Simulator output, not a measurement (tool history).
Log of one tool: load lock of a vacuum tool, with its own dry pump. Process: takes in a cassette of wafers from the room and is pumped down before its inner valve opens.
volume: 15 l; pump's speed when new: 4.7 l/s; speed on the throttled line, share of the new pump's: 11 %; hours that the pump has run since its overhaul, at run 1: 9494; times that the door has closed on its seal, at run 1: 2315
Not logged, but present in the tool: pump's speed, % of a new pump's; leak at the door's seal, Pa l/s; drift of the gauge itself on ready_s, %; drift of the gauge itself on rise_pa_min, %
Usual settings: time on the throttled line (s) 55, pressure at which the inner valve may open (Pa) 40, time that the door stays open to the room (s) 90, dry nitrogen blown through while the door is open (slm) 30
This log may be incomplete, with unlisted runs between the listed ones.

run	hour	time on the throttled line (s)	pressure at which the inner valve may open (Pa)	time that the door stays open to the room (s)	dry nitrogen blown through while the door is open (slm)	hours that the pump has run since its overhaul	times that the door has closed on its seal	incoming humidity of the room's air, %	time from the closed door until the inner valve may open (s)	rise of the pressure with all valves shut (Pa/min)
1	0	55	40	90	30	9494	2315	43.8	77.8	0.045
2	123.1	55	40	90	30	9617	2450	47.9	77.4	0.053
3	249.1	55	40	90	30	9743	2588	46	76.7	0.047
4	356.1	55	40	90	30	9850	2706	45.7	76.9	0.047
5	469.3	55	28	90	30	9963	2830	39.9	78.9	0.041
6	585.7	55	40	90	30	10079	2958	43.6	77.5	0.05
7	742.3	55	40	90	30	10236	3131	44.5	76.9	0.046
8	863.2	55	40	90	30	10357	3263	45.1	76.5	0.043
9	1029.8	55	43	90	30	10523	3447	43.8	77.1	0.046
10	1160.1	55	43	90	30	10654	3590	44.8	76.7	0.047
11	1241.3	37	43	38	6	10735	3679	44.9	61.1	0.048
12	1328.1	37	43	38	6	10822	3774	45.5	61.7	0.047
13	1434.3	37	43	38	6	10928	3891	41	62.5	0.047
14	1569.1	79	65	86	13	11063	4039	48.7	96.5	0.06
15	1671	79	65	86	13	11165	4151	43.2	95.8	0.057
16	1835.1	79	41	44	13	11329	4332	46	98.7	0.05
17	1915	79	41	44	19	11409	4420	45.3	98.5	0.047
18	2044.2	79	41	44	19	11538	4562	44	98.8	0.047

Consider 4 possible next runs. They are alternatives, not a sequence: every one starts from the tool as it was left by run 18. What does each give?
A	2131.8	79	29	44	19	11625	4658	45.6	?	?
B	2131.8	79	41	37	32	11625	4658	41.6	?	?
C	2131.8	55	59	102	30	11625	4658	43.4	?	?
D	2131.8	55	76	40	30	11625	4658	43.1	?	?

run	time from the closed door until the inner valve may open (s)	rise of the pressure with all valves shut (Pa/min)
A	99.9	0.046
B	98.4	0.04
C	76	0.057
D	74.7	0.036
With the hidden condition removed and each run's random variation left untouched, the same runs would have given:
run	time from the closed door until the inner valve may open (s)	rise of the pressure with all valves shut (Pa/min)
A	96.1	0.031
B	94.9	0.026
C	72.1	0.043
D	71.1	0.022

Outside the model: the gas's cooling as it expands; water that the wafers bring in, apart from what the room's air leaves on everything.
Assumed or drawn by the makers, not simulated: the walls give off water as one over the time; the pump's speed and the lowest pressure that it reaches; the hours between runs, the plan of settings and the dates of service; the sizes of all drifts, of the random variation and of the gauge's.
